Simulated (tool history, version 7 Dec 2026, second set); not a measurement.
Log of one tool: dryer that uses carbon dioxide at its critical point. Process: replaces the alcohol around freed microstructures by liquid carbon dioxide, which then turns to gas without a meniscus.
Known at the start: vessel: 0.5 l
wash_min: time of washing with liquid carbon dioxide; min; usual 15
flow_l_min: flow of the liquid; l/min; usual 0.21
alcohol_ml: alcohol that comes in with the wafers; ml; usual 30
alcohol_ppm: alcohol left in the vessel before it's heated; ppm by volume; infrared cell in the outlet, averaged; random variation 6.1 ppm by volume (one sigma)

| run | hour | wash_min | flow_l_min | alcohol_ml | alcohol_ppm |
|---|---|---|---|---|---|
| 1 | 0 | 15 | 0.21 | 30 | 351 |
| 2 | 49.3 | 15 | 0.21 | 30 | 372 |
| 3 | 91.2 | 11 | 0.21 | 30 | 1369 |
| 4 | 130.5 | 11 | 0.21 | 30 | 1462 |
| 5 | 178.7 | 11 | 0.21 | 30 | 1571 |
| 6 | 206.2 | 11 | 0.21 | 90 | 4448 |
| 7 | 237.3 | 15 | 0.21 | 42 | 652 |
| 8 | 266.6 | 15 | 0.21 | 42 | 695 |
| 9 | 305.3 | 12 | 0.21 | 30 | 1265 |
| 10 | 327.5 | 15 | 0.21 | 30 | 551 |
| 11 | 368.4 | 15 | 0.21 | 30 | 598 |
| 12 | 391.5 | 15 | 0.21 | 30 | 603 |
| 13 | 424 | 15 | 0.21 | 30 | 614 |
| 14 | 455.4 | 15 | 0.21 | 30 | 672 |
| 15 | 502.6 | 15 | 0.21 | 30 | 693 |
| 16 | 535.9 | 20 | 0.214 | 76 | 409 |
|  | 544.4 | inlet filter changed |
| 17 | 559.6 | 10 | 0.231 | 30 | 1111 |
| 18 | 599.8 | 17 | 0.234 | 26 | 217 |
| 19 | 631 | 17 | 0.234 | 26 | 222 |
| 20 | 658.2 | 21 | 0.322 | 30 | 167 |
| 21 | 698.9 | 16 | 0.137 | 103 | 5576 |
| 22 | 749.6 | 12 | 0.157 | 39 | 3715 |
| 23 | 786.8 | 10 | 0.147 | 30 | 5721 |
| 24 | 834 | 10 | 0.147 | 30 | 5776 |
| 25 | 870.2 | 12 | 0.335 | 29 | 266 |
| 26 | 903.6 | 15 | 0.326 | 30 | 224 |
| 27 | 950.2 | 12 | 0.139 | 50 | 7631 |
| 28 | 977.4 | 15 | 0.309 | 30 | 251 |

Measured less the same run without the tool's hidden state. The same run-to-run variation is in both; the gauge's scatter may not be:
The hidden state here: flow that reaches the vessel past the clogged filter, %; alcohol in the recycled carbon dioxide, ppm; drift of the gauge itself on alcohol_ppm, %.
| run | alcohol_ppm |
|---|---|
| 1 | +120 |
| 2 | +145 |
| 3 | +374 |
| 4 | +436 |
| 5 | +524 |
| 6 | +1455 |
| 7 | +331 |
| 8 | +363 |
| 9 | +565 |
| 10 | +324 |
| 11 | +359 |
| 12 | +373 |
| 13 | +390 |
| 14 | +428 |
| 15 | +460 |
| 16 | +338 |
| 17 | +162 |
| 18 | +160 |
| 19 | +174 |
| 20 | +166 |
| 21 | +848 |
| 22 | +686 |
| 23 | +910 |
| 24 | +1048 |
| 25 | +226 |
| 26 | +217 |
| 27 | +1923 |
| 28 | +232 |
